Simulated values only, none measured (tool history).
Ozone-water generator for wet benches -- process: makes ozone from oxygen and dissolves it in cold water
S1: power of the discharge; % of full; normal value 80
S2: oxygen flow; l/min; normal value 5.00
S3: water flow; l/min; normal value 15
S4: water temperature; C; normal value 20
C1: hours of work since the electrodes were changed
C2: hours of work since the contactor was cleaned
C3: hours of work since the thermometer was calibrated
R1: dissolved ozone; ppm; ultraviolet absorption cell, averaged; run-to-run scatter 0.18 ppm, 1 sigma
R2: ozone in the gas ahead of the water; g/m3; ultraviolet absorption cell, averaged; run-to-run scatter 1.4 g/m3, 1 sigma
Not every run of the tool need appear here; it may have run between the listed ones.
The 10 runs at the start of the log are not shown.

-- hour=944.0 contactor cleaned
run 11 hour=1057.8 | S1=80 S2=5.00 S3=15 S4=20 | C1=950 C2=82 C3=3231 | R1=22.2 R2=258.8
run 12 hour=1168.6 | S1=80 S2=5.00 S3=15 S4=20 | C1=1029 C2=161 C3=3311 | R1=22.2 R2=259.1
-- hour=1289.5 contactor cleaned, once more
run 13 hour=1312.1 | S1=80 S2=5.00 S3=15 S4=20 | C1=1129 C2=16 C3=3411 | R1=23.6 R2=260.4
run 14 hour=1371.9 | S1=80 S2=5.00 S3=15 S4=13 | C1=1172 C2=59 C3=3454 | R1=26.4 R2=258.3
run 15 hour=1500.8 | S1=80 S2=5.00 S3=15 S4=13 | C1=1265 C2=152 C3=3546 | R1=26.1 R2=255.5
run 16 hour=1636.3 | S1=80 S2=5.00 S3=15 S4=13 | C1=1362 C2=249 C3=3644 | R1=26.2 R2=258.4
run 17 hour=1744.0 | S1=80 S2=3.51 S3=15 S4=20 | C1=1439 C2=326 C3=3721 | R1=22.1 R2=288.7
run 18 hour=1856.0 | S1=80 S2=3.51 S3=15 S4=20 | C1=1520 C2=407 C3=3801 | R1=21.8 R2=289.5
run 19 hour=1921.4 | S1=80 S2=3.51 S3=15 S4=20 | C1=1567 C2=454 C3=3848 | R1=21.9 R2=288.6
run 20 hour=2058.3 | S1=80 S2=3.51 S3=15 S4=20 | C1=1665 C2=552 C3=3947 | R1=21.5 R2=284.6
run 21 hour=2132.6 | S1=43 S2=6.78 S3=16 S4=26 | C1=1718 C2=605 C3=4000 | R1=13.2 R2=152.4
run 22 hour=2203.4 | S1=43 S2=6.78 S3=16 S4=26 | C1=1769 C2=656 C3=4051 | R1=13.4 R2=151.0
run 23 hour=2285.4 | S1=80 S2=2.66 S3=18 S4=20 | C1=1828 C2=715 C3=4110 | R1=16.2 R2=314.3
run 24 hour=2364.9 | S1=80 S2=2.66 S3=18 S4=20 | C1=1885 C2=772 C3=4167 | R1=16.4 R2=314.5

Forecast run 25:
run 25 hour=2474.3 | S1=80 S2=2.66 S3=18 S4=20 | C1=1964 C2=851 C3=4245 | R1=? R2=?

R1: 16.3 ppm
R2: 315.4 g/m3
Had the tool carried no hidden state, the very same run would have given R1 17.3 ppm, R2 326.3 g/m3.
